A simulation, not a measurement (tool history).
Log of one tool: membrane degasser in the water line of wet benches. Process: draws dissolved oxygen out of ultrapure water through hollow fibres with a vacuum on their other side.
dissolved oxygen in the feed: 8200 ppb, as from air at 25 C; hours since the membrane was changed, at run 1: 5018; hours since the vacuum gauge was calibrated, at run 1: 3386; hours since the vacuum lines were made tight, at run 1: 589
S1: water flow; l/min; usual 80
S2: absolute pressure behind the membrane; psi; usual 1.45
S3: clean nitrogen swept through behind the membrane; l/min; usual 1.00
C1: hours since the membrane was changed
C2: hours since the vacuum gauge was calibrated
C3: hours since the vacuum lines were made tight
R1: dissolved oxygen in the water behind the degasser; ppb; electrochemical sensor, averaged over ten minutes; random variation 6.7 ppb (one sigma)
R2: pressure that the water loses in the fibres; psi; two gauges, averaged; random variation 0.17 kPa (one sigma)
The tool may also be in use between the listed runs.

Run 1, hour 0.0: usual settings; C1 5018; C2 3386; C3 589. Result: R1 869.8 ppb, R2 4.369 psi.
Run 2, hour 256.3: usual settings; C1 5275; C2 3642; C3 846. Result: R1 871.1 ppb, R2 4.366 psi.
Run 3, hour 574.7: usual settings; C1 5593; C2 3960; C3 1164. Result: R1 859.6 ppb, R2 4.376 psi.
Run 4, hour 863.1: usual settings; C1 5882; C2 4249; C3 1452. Result: R1 871.2 ppb, R2 4.290 psi.
Run 5, hour 1016.6: usual settings but S3 0.44 l/min; C1 6035; C2 4402; C3 1606. Result: R1 1350.2 ppb, R2 4.390 psi.
Run 6, hour 1156.7: usual settings but S3 0.44 l/min; C1 6175; C2 4542; C3 1746. Result: R1 1381.0 ppb, R2 4.421 psi.
Run 7, hour 1476.5: usual settings but S3 0.44 l/min; C1 6495; C2 4862; C3 2066. Result: R1 1370.3 ppb, R2 4.369 psi.
Run 8, hour 1801.1: usual settings; C1 6820; C2 5187; C3 2390. Result: R1 860.9 ppb, R2 4.380 psi.
Run 9, hour 2058.2: usual settings; C1 7077; C2 5444; C3 2648. Result: R1 879.5 ppb, R2 4.427 psi.
Run 10, hour 2240.6: usual settings; C1 7259; C2 5626; C3 2830. Result: R1 895.2 ppb, R2 4.437 psi.
Run 11, hour 2403.8: usual settings; C1 7422; C2 5789; C3 2993. Result: R1 902.0 ppb, R2 4.400 psi.
Run 12, hour 2574.5: usual settings but S1 97 l/min; C1 7593; C2 5960; C3 3164. Result: R1 986.6 ppb, R2 5.359 psi.
Run 13, hour 2877.2: usual settings; C1 7896; C2 6263; C3 3467. Result: R1 896.8 ppb, R2 4.384 psi.
Run 14, hour 3108.3: usual settings but S2 1.25 psi; C1 8127; C2 6494; C3 3698. Result: R1 723.7 ppb, R2 4.489 psi.
Run 15, hour 3297.0: usual settings but S2 1.25 psi; C1 8315; C2 6683; C3 3886. Result: R1 723.9 ppb, R2 4.464 psi.
Run 16, hour 3591.8: usual settings but S2 1.25 psi; C1 8610; C2 6977; C3 4181. Result: R1 735.2 ppb, R2 4.469 psi.
Run 17, hour 3886.7: usual settings but S1 55 l/min, S2 1.91 psi, S3 0.74 l/min; C1 8905; C2 7272; C3 4476. Result: R1 1167.8 ppb, R2 3.044 psi.
Run 18, hour 4209.2: usual settings but S1 89 l/min, S2 3.55 psi, S3 0.48 l/min; C1 9228; C2 7595; C3 4799. Result: R1 3460.2 ppb, R2 4.973 psi.
Run 19, hour 4414.0: usual settings but S2 1.73 psi; C1 9432; C2 7800; C3 5003. Result: R1 1116.7 ppb, R2 4.470 psi.
At hour 4531.8: vacuum gauge calibrated.
Run 20, hour 4583.0: usual settings but S2 1.73 psi; C1 9601; C2 51; C3 5172. Result: R1 1064.4 ppb, R2 4.496 psi.
Run 21, hour 4844.0: usual settings but S2 1.73 psi, S3 1.70 l/min; C1 9862; C2 312; C3 5433. Result: R1 742.3 ppb, R2 4.502 psi.
Run 22, hour 5119.5: usual settings but S2 1.73 psi, S3 1.70 l/min; C1 10137; C2 588; C3 5708. Result: R1 745.2 ppb, R2 4.506 psi.
Run 23, hour 5287.4: usual settings but S2 1.33 psi, S3 1.70 l/min; C1 10305; C2 756; C3 5876. Result: R1 531.5 ppb, R2 4.509 psi.
Run 24, hour 5427.8: usual settings but S1 124 l/min, S2 1.61 psi, S3 0.58 l/min; C1 10446; C2 896; C3 6017. Result: R1 1639.4 ppb, R2 7.001 psi.
Run 25, hour 5714.7: usual settings but S1 56 l/min, S2 2.55 psi, S3 2.97 l/min; C1 10733; C2 1183; C3 6304. Result: R1 583.1 ppb, R2 3.159 psi.
Run 26, hour 5961.2: usual settings but S2 1.57 psi, S3 1.54 l/min; C1 10979; C2 1429; C3 6550. Result: R1 701.7 ppb, R2 4.544 psi.
Run 27, hour 6282.8: usual settings but S1 102 l/min, S2 3.25 psi, S3 2.93 l/min; C1 11301; C2 1751; C3 6872. Result: R1 1238.1 ppb, R2 5.804 psi.
Run 28, hour 6543.4: usual settings but S1 124 l/min, S2 1.70 psi, S3 1.27 l/min; C1 11561; C2 2012; C3 7132. Result: R1 1202.3 ppb, R2 7.007 psi.
Run 29, hour 6824.6: usual settings but S1 124 l/min, S2 1.70 psi, S3 1.27 l/min; C1 11843; C2 2293; C3 7414. Result: R1 1212.6 ppb, R2 7.040 psi.
Run 30, hour 7007.5: usual settings but S1 56 l/min, S2 1.70 psi, S3 1.27 l/min; C1 12025; C2 2476; C3 7596. Result: R1 704.1 ppb, R2 3.172 psi.
Run 31, hour 7270.7: usual settings but S1 107 l/min, S2 3.52 psi, S3 1.27 l/min; C1 12289; C2 2739; C3 7860. Result: R1 2329.2 ppb, R2 6.108 psi.

Forecast each of these 3 alternatives for the next run:
Run A, hour 7545.7: usual settings but S1 96 l/min, S2 2.55 psi, S3 1.49 l/min; C1 12564; C2 3014; C3 8135. Result: R1 ?, R2 ?.
Run B, hour 7545.7: usual settings but S1 115 l/min, S2 0.94 psi, S3 1.90 l/min; C1 12564; C2 3014; C3 8135. Result: R1 ?, R2 ?.
Run C, hour 7545.7: usual settings but S1 107 l/min, S2 1.09 psi, S3 0.41 l/min; C1 12564; C2 3014; C3 8135. Result: R1 ?, R2 ?.

run      R1     R2
  A  1464.7  5.494
  B   389.4  6.606
  C  1039.4  6.158
Without the tool's hidden state the same runs would have given:
run      R1     R2
  A  1446.6  5.078
  B   361.8  6.106
  C  1006.7  5.691
